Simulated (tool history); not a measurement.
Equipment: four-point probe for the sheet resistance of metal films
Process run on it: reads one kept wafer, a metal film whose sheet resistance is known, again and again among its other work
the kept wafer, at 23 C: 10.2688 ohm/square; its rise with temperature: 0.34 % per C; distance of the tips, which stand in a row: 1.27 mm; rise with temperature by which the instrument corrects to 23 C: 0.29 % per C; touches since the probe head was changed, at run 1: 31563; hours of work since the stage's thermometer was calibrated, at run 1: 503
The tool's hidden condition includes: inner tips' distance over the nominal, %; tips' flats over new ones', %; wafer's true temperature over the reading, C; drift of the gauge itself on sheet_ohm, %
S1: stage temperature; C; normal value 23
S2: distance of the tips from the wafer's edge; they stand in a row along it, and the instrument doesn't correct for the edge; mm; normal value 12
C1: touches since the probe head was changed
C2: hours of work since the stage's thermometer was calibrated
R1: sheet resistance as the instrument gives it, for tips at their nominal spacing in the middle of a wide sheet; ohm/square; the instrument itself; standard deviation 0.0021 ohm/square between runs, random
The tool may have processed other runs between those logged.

{"run": 1, "hour": 0.0, "S1": 23, "S2": 12, "C1": 31563, "C2": 503, "R1": 10.312064}
{"run": 2, "hour": 19.5, "S1": 29, "S2": 12, "C1": 32538, "C2": 516, "R1": 10.343278}
{"run": 3, "hour": 35.6, "S1": 29, "S2": 12, "C1": 33341, "C2": 527, "R1": 10.342757}
{"run": 4, "hour": 46.1, "S1": 23, "S2": 12, "C1": 33866, "C2": 534, "R1": 10.314052}
{"run": 5, "hour": 61.8, "S1": 23, "S2": 12, "C1": 34649, "C2": 545, "R1": 10.317135}
{"run": 6, "hour": 83.7, "S1": 26, "S2": 7, "C1": 35748, "C2": 560, "R1": 10.449572}
{"hour": 86.4, "done": "stage's thermometer calibrated"}
{"run": 7, "hour": 108.6, "S1": 18, "S2": 13, "C1": 36966, "C2": 15, "R1": 10.279518}
{"run": 8, "hour": 118.5, "S1": 21, "S2": 6, "C1": 37460, "C2": 22, "R1": 10.488201}
{"hour": 132.0, "done": "stage's thermometer calibrated, once more"}
{"run": 9, "hour": 139.3, "S1": 23, "S2": 17, "C1": 38474, "C2": 5, "R1": 10.28959}
{"run": 10, "hour": 152.8, "S1": 23, "S2": 17, "C1": 39147, "C2": 14, "R1": 10.287114}

Consider 4 possible next runs. They are alternatives, not a sequence: every one starts from the tool as it was left by run 10. What does each give?
{"run": "A", "hour": 170.6, "S1": 24, "S2": 64, "C1": 40039, "C2": 26, "R1": "?"}
{"run": "B", "hour": 170.6, "S1": 25, "S2": 12, "C1": 40039, "C2": 26, "R1": "?"}
{"run": "C", "hour": 170.6, "S1": 19, "S2": 3, "C1": 40039, "C2": 26, "R1": "?"}
{"run": "D", "hour": 170.6, "S1": 33, "S2": 37, "C1": 40039, "C2": 26, "R1": "?"}

run=A R1=10.265967
run=B R1=10.331862
run=C R1=11.132072
run=D R1=10.311754
Without the tool's unlogged condition, the same runs would have read:
run=A R1=10.276068
run=B R1=10.342022
run=C R1=11.142960
run=D R1=10.321883
